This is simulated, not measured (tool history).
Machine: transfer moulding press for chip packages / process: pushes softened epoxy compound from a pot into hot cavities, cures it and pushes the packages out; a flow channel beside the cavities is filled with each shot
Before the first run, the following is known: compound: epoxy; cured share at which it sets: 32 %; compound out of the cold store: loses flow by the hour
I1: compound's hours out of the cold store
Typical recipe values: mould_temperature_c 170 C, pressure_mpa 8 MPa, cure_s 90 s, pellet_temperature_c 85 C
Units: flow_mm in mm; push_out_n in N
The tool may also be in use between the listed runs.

run 1 hour=0 | mould_temperature_c=170 pressure_mpa=8 cure_s=90 pellet_temperature_c=85 | I1=15 | flow_mm=696 push_out_n=592
run 2 hour=18.6 | mould_temperature_c=170 pressure_mpa=8 cure_s=90 pellet_temperature_c=85 | I1=39 | flow_mm=656 push_out_n=671
run 3 hour=44.9 | mould_temperature_c=170 pressure_mpa=8 cure_s=90 pellet_temperature_c=85 | I1=44.6 | flow_mm=656 push_out_n=822
run 4 hour=66 | mould_temperature_c=170 pressure_mpa=8 cure_s=90 pellet_temperature_c=85 | I1=33.8 | flow_mm=673 push_out_n=844
run 5 hour=77.6 | mould_temperature_c=170 pressure_mpa=8 cure_s=90 pellet_temperature_c=85 | I1=38.9 | flow_mm=666 push_out_n=816
run 6 hour=92.9 | mould_temperature_c=170 pressure_mpa=8 cure_s=90 pellet_temperature_c=85 | I1=15.8 | flow_mm=706 push_out_n=407
run 7 hour=102.2 | mould_temperature_c=170 pressure_mpa=8 cure_s=90 pellet_temperature_c=85 | I1=14.1 | flow_mm=706 push_out_n=458
run 8 hour=121.9 | mould_temperature_c=170 pressure_mpa=8 cure_s=90 pellet_temperature_c=83 | I1=30.5 | flow_mm=674 push_out_n=597
run 9 hour=136.9 | mould_temperature_c=170 pressure_mpa=8 cure_s=90 pellet_temperature_c=83 | I1=39.5 | flow_mm=659 push_out_n=664
run 10 hour=160.8 | mould_temperature_c=170 pressure_mpa=8 cure_s=90 pellet_temperature_c=83 | I1=9.4 | flow_mm=711 push_out_n=538
run 11 hour=172.5 | mould_temperature_c=170 pressure_mpa=8 cure_s=90 pellet_temperature_c=83 | I1=41.5 | flow_mm=654 push_out_n=616
run 12 hour=185.4 | mould_temperature_c=170 pressure_mpa=8 cure_s=90 pellet_temperature_c=83 | I1=9.4 | flow_mm=710 push_out_n=683
run 13 hour=202.5 | mould_temperature_c=170 pressure_mpa=8 cure_s=90 pellet_temperature_c=83 | I1=31.3 | flow_mm=671 push_out_n=424
run 14 hour=212.8 | mould_temperature_c=170 pressure_mpa=8 cure_s=90 pellet_temperature_c=85 | I1=16.8 | flow_mm=695 push_out_n=507
run 15 hour=237.5 | mould_temperature_c=169 pressure_mpa=8 cure_s=90 pellet_temperature_c=85 | I1=42 | flow_mm=663 push_out_n=653
run 16 hour=260.1 | mould_temperature_c=169 pressure_mpa=8 cure_s=90 pellet_temperature_c=85 | I1=20.7 | flow_mm=700 push_out_n=445
run 17 hour=279.9 | mould_temperature_c=172 pressure_mpa=8 cure_s=71 pellet_temperature_c=76 | I1=18.3 | flow_mm=697 push_out_n=834
run 18 hour=291.3 | mould_temperature_c=172 pressure_mpa=8 cure_s=71 pellet_temperature_c=76 | I1=23.8 | flow_mm=680 push_out_n=900
run 19 hour=307.7 | mould_temperature_c=172 pressure_mpa=6.52 cure_s=86 pellet_temperature_c=76 | I1=16 | flow_mm=629 push_out_n=369
run 20 hour=322.5 | mould_temperature_c=170 pressure_mpa=8.35 cure_s=90 pellet_temperature_c=89 | I1=38.5 | flow_mm=675 push_out_n=488
run 21 hour=335 | mould_temperature_c=170 pressure_mpa=8.35 cure_s=90 pellet_temperature_c=89 | I1=32.6 | flow_mm=685 push_out_n=585
run 22 hour=352.1 | mould_temperature_c=170 pressure_mpa=8 cure_s=126 pellet_temperature_c=85 | I1=19.5 | flow_mm=691 push_out_n=538
run 23 hour=366.7 | mould_temperature_c=172 pressure_mpa=7.51 cure_s=85 pellet_temperature_c=85 | I1=25.1 | flow_mm=653 push_out_n=407
run 24 hour=376.3 | mould_temperature_c=166 pressure_mpa=9.82 cure_s=72 pellet_temperature_c=80 | I1=23.4 | flow_mm=773 push_out_n=1014
run 25 hour=387.8 | mould_temperature_c=162 pressure_mpa=8 cure_s=98 pellet_temperature_c=80 | I1=20.4 | flow_mm=713 push_out_n=815
run 26 hour=401.5 | mould_temperature_c=172 pressure_mpa=8 cure_s=78 pellet_temperature_c=85 | I1=34.9 | flow_mm=657 push_out_n=692
run 27 hour=424.3 | mould_temperature_c=166 pressure_mpa=9.97 cure_s=95 pellet_temperature_c=85 | I1=17.2 | flow_mm=800 push_out_n=468

The log once held 11 entries between its listed runs, left out of this copy. Where does each go, and what is different about the tool's unlogged condition between the listed run before it and the listed run after it?
Logged between run 2 and run 3: cavities cleaned with cleaning compound and waxed (hour 31.5); plunger's sealing rings changed (hour 44.6)
  true mould temperature over the reading, C: 0.04 -> 0.02; pressure that reaches the compound, % of what is set: 96.55 -> 99.75; grip of the stained cavities, % over clean ones': 92.1 -> 146.6
  measured result minus the result with no hidden state, flow_mm: -11 -> -1 mm; push_out_n: +318 -> +492 N
Logged between run 5 and run 6: cavities cleaned with cleaning compound and waxed (hour 87.4)
  true mould temperature over the reading, C: 0 -> -0.01; pressure that reaches the compound, % of what is set: 99.09 -> 98.79; grip of the stained cavities, % over clean ones': 143.1 -> 16.5
  measured result minus the result with no hidden state, flow_mm: -3 -> -4 mm; push_out_n: +480 -> +58 N
Logged between run 9 and run 10: cavities cleaned with cleaning compound and waxed, once more (hour 139.6)
  true mould temperature over the reading, C: -0.03 -> -0.05; pressure that reaches the compound, % of what is set: 97.95 -> 97.47; grip of the stained cavities, % over clean ones': 93.5 -> 51.4
  measured result minus the result with no hidden state, flow_mm: -7 -> -9 mm; push_out_n: +323 -> +183 N
Logged between run 12 and run 13: cavities cleaned with cleaning compound and waxed (hour 195)
  true mould temperature over the reading, C: -0.06 -> -0.07; pressure that reaches the compound, % of what is set: 96.96 -> 96.63; grip of the stained cavities, % over clean ones': 90.3 -> 22
  measured result minus the result with no hidden state, flow_mm: -11 -> -11 mm; push_out_n: +323 -> +77 N
Logged between run 14 and run 15: plunger's sealing rings changed (hour 231.9)
  true mould temperature over the reading, C: -0.08 -> -0.1; pressure that reaches the compound, % of what is set: 96.4 -> 99.41; grip of the stained cavities, % over clean ones': 47.9 -> 84
  measured result minus the result with no hidden state, flow_mm: -13 -> -2 mm; push_out_n: +165 -> +300 N
Logged between run 15 and run 16: cavities cleaned with cleaning compound and waxed (hour 252.3)
  true mould temperature over the reading, C: -0.1 -> -0.11; pressure that reaches the compound, % of what is set: 99.41 -> 98.96; grip of the stained cavities, % over clean ones': 84 -> 23.4
  measured result minus the result with no hidden state, flow_mm: -2 -> -3 mm; push_out_n: +300 -> +88 N
Logged between run 18 and run 19: cavities cleaned with cleaning compound and waxed (hour 306.7)
  true mould temperature over the reading, C: -0.13 -> -0.14; pressure that reaches the compound, % of what is set: 98.34 -> 98.02; grip of the stained cavities, % over clean ones': 82.7 -> 4.1
  measured result minus the result with no hidden state, flow_mm: -6 -> -6 mm; push_out_n: +412 -> +16 N
Logged between run 22 and run 23: cavities cleaned with cleaning compound and waxed (hour 361.6)
  true mould temperature over the reading, C: -0.16 -> -0.17; pressure that reaches the compound, % of what is set: 97.14 -> 96.88; grip of the stained cavities, % over clean ones': 87.5 -> 15.6
  measured result minus the result with no hidden state, flow_mm: -9 -> -10 mm; push_out_n: +250 -> +58 N
Logged between run 26 and run 27: cavities cleaned with cleaning compound and waxed (hour 416.1); plunger's sealing rings changed (hour 420.3)
  true mould temperature over the reading, C: -0.19 -> -0.2; pressure that reaches the compound, % of what is set: 96.19 -> 99.59; grip of the stained cavities, % over clean ones': 84.3 -> 18.8
  measured result minus the result with no hidden state, flow_mm: -12 -> -1 mm; push_out_n: +320 -> +78 N
